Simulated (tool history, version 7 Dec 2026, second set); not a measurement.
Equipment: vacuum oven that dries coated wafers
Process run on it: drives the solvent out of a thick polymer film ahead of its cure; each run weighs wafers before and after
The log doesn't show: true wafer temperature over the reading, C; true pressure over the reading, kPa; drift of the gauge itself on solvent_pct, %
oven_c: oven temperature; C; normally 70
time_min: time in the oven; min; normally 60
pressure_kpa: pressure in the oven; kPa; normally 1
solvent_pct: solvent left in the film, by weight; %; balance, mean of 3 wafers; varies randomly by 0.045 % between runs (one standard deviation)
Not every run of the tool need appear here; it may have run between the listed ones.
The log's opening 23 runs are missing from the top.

run    hour  oven_c  time_min  pressure_kpa  hours of work since the thermocouples were calibrated  hours of work since the vacuum gauge was cleaned of residue  solvent_pct
 24  2033.5      70        60          1.05                                                    925                                                          679         2.86
 25  2131.9      61        37          2.47                                                    977                                                          731         8.95
 26  2260.4      66        68          0.68                                                   1045                                                          799         3.78
 27  2346.1      66        68          0.68                                                   1090                                                          844         3.78
 28    2431      66        68          0.68                                                   1135                                                          889         3.75
 29  2533.4      63        51           2.7                                                   1189                                                          943         6.83
 30  2629.7      79        37             1                                                   1240                                                          994          1.9
 31  2716.8      64        71          2.54                                                   1286                                                         1040         4.97
 32    2838      72        30          1.35                                                   1350                                                         1104         5.45
 33  2926.3      70        50          2.91                                                   1397                                                         1151         4.24
       2989  -- oven's thermocouples calibrated
 34  3033.2      70        50          2.91                                                     23                                                         1206         4.15
 35    3163      64        30          1.04                                                     92                                                         1275         8.77
 36    3268      64        30          1.04                                                    147                                                         1330         8.72
 37  3327.6      68        30          1.04                                                    179                                                         1362         7.05
 38  3405.8      61        30           3.3                                                    220                                                         1403        10.13
 39  3458.9      63        67             1                                                    248                                                         1431         5.23
 40  3548.1      63        96          3.86                                                    295                                                         1478         4.49
     3568.8  -- vacuum gauge cleaned of residue and calibrated
 41  3645.1      79        82          3.86                                                    346                                                           40          0.9
 42  3773.7      70        88          0.55                                                    414                                                          108         1.41
 43  3827.4      70        42             3                                                    442                                                          137         5.04
 44  3889.5      70        42             3                                                    475                                                          169         5.16
 45  3976.5      64        71             3                                                    521                                                          215          5.1
 46  4045.1      64        71             3                                                    557                                                          252         4.98

Each row is a separate what-if for the run after 46, all from the same tool condition, not one after another. Results?
  A  4136.6      56        54          3.81                                                    606                                                          300            ?
  B  4136.6      84        31          2.72                                                    606                                                          300            ?
  C  4136.6      70        76             1                                                    606                                                          300            ?
  D  4136.6      64        83             3                                                    606                                                          300            ?

run  solvent_pct
  A         9.88
  B         1.56
  C         1.93
  D         4.43
Take away the tool's hidden state, keep each run's random variation, and the runs would have read:
run  solvent_pct
  A         9.89
  B         1.56
  C         1.94
  D         4.44

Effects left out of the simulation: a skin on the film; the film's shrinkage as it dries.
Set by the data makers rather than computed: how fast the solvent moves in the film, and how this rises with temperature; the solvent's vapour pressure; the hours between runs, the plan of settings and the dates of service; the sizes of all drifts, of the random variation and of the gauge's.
